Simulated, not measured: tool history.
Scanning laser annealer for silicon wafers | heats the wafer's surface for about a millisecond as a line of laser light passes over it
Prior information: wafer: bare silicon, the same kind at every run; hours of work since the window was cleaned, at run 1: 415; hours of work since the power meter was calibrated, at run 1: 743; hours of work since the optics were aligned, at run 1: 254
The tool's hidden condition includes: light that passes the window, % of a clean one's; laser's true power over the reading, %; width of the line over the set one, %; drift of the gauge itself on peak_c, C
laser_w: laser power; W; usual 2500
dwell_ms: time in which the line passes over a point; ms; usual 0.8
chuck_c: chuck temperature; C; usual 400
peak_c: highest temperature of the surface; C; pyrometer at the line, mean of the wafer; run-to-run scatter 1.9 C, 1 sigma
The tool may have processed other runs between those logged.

run	hour	laser_w	dwell_ms	chuck_c	hours of work since the window was cleaned	hours of work since the power meter was calibrated	hours of work since the optics were aligned	peak_c
1	0	2500	0.8	400	415	743	254	1122
2	27.7	2500	0.8	400	433	761	272	1119
3	63.4	2500	0.8	400	457	785	296	1119
4	99.8	2500	0.8	400	481	809	320	1116
5	133.3	2500	0.8	400	504	831	342	1116
# hour 143.3: window over the wafer cleaned
6	173.9	2500	0.8	400	20	857	368	1147
7	206.4	2500	0.8	400	42	879	390	1140
8	222.9	2500	0.931	400	53	889	401	1189
9	254.5	2500	0.931	400	74	910	422	1185
10	277.5	2567	0.8	400	89	926	437	1164
11	296	2276	0.8	400	101	938	449	1059
12	313.6	2276	0.8	407	113	950	461	1064
13	340.2	2276	0.8	407	131	967	478	1063
# hour 347.5: optics aligned, line set to its width
14	375.3	2348	0.8	407	151	987	18	1086
15	404.1	2348	0.8	407	170	1006	38	1078
16	429.2	2348	0.8	407	186	1023	54	1083
17	459.7	2348	0.8	407	207	1043	74	1080
# hour 482.6: optics aligned, line set to its width, once more
18	495.8	2500	0.8	431	227	1064	9	1164
19	531.1	2500	0.8	400	251	1087	32	1132
20	559.3	2500	0.8	400	269	1106	51	1133
21	574.9	2500	0.8	400	280	1116	61	1130
22	609.7	2239	0.754	426	303	1140	84	1053
23	647.2	2593	0.8	400	328	1164	109	1160
24	663.9	2219	0.908	373	339	1176	120	1043
25	694.7	2219	0.908	373	359	1196	141	1038
26	722.5	2140	0.8	399	378	1214	159	999
27	741.9	2367	0.899	421	391	1227	172	1135
28	772.9	2417	0.959	421	411	1248	193	1169
29	802.5	2369	0.959	431	431	1268	212	1157
30	829.9	2369	0.959	431	449	1286	230	1156
31	855.3	2311	0.8	426	466	1303	247	1080
32	891.7	2733	0.746	400	490	1327	272	1168
33	919.3	2733	0.746	400	508	1345	290	1168
# hour 924.3: window over the wafer cleaned
34	941.6	2424	0.811	391	11	1358	303	1110
35	976.6	2424	0.811	366	35	1382	327	1084
36	994.5	2500	0.8	435	47	1394	338	1177
37	1030.3	2266	0.801	400	70	1417	362	1059
38	1049.1	2266	0.801	400	83	1430	375	1057
39	1079.3	2266	0.801	400	103	1450	395	1059
40	1095.1	2266	0.801	400	113	1460	405	1054
41	1114.1	2266	0.801	400	126	1473	418	1057

Branching from run 41: 3 alternative next runs. What would each branch give?
A	1144.9	2500	0.8	398	146	1493	438	?
B	1144.9	2266	0.631	400	146	1493	438	?
C	1144.9	2229	0.598	414	146	1493	438	?

run	peak_c
A	1132
B	991
C	981
Without the tool's hidden state the same runs would have given:
run	peak_c
A	1160
B	1014
C	1003
